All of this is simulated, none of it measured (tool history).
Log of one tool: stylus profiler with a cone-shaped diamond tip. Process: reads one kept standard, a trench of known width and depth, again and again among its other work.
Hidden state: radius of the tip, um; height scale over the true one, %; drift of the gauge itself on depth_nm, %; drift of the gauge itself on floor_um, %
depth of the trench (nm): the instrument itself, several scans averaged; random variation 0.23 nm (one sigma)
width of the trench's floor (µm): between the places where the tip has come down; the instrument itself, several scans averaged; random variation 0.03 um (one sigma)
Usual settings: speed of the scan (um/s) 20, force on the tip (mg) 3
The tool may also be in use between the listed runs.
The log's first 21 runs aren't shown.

run     day  speed of the scan (um/s)  force on the tip (mg)  scans with this tip  hours of work since the height scale was calibrated  depth of the trench (nm)  width of the trench's floor (µm)
 22  44.858                        20                      3                12090                                                  859                   1006.33                             10.31
 23   47.05                        20                      3                12577                                                  894                   1006.94                             10.24
 24  49.812                        20                      3                13190                                                  938                   1006.85                             10.05
 25  51.479                        20                      3                13560                                                  964                   1006.45                              9.95
 26  54.392                        20                      3                14206                                                 1010                   1005.99                              9.83
 27  55.683                        67                   5.89                14493                                                 1030                    1011.6                              9.71
 28  58.138                        65                   2.01                15038                                                 1069                   1003.48                              9.51
 29  59.871                        20                   1.64                15423                                                 1096                   1002.78                               9.5
      60.15  -- height scale calibrated on a step standard
     61.058  -- new tip fitted, height scale calibrated
 30  62.308                        49                   5.51                  278                                                   20                   1015.17                             13.86
 31  64.671                         9                   1.75                  802                                                   57                   1006.86                             13.73
 32  66.608                         5                    2.4                 1232                                                   88                    1008.3                             13.55
 33  68.512                         7                   5.01                 1655                                                  118                   1013.96                             13.37
 34  69.779                         7                   5.01                 1936                                                  138                    1013.5                              13.3
 35  71.454                         7                   5.01                 2308                                                  164                   1013.43                             13.12
 36  73.304                         7                   5.01                 2719                                                  193                   1013.69                                13
 37  74.954                        31                   1.66                 3085                                                  219                   1005.93                             12.81
 38  76.262                        12                   1.71                 3375                                                  240                   1005.94                             12.73
 39      79                        12                   1.71                 3983                                                  283                   1005.88                             12.51
 40  80.746                        37                   6.56                 4370                                                  311                    1015.8                             12.47
 41  82.967                         7                   6.56                 4863                                                  346                   1015.77                             12.23
 42  85.021                         7                   6.56                 5320                                                  378                   1015.41                             12.22
 43  87.946                        16                      3                 5968                                                  424                   1008.09                             12.01
 44  90.583                        20                   2.52                 6554                                                  466                   1006.49                             11.75
 45  93.138                         6                   6.46                 7121                                                  506                   1014.86                             11.65

4 ways to go on from here, each from the tool as it stands after run 45. What would each give?
  A  95.85                        20                   1.16                 7723                                                  549                         ?                                 ?
  B  95.85                        58                   3.45                 7723                                                  549                         ?                                 ?
  C  95.85                        28                    1.7                 7723                                                  549                         ?                                 ?
  D  95.85                        20                   2.94                 7723                                                  549                         ?                                 ?

run  depth of the trench (nm)  width of the trench's floor (µm)
  A                   1002.87                             11.34
  B                   1008.99                             11.35
  C                    1004.2                             11.38
  D                    1007.6                             11.41
Without the tool's hidden state the same runs would have given:
run  depth of the trench (nm)  width of the trench's floor (µm)
  A                   1005.25                             13.89
  B                   1011.39                             13.89
  C                   1006.59                             13.93
  D                      1010                             13.96
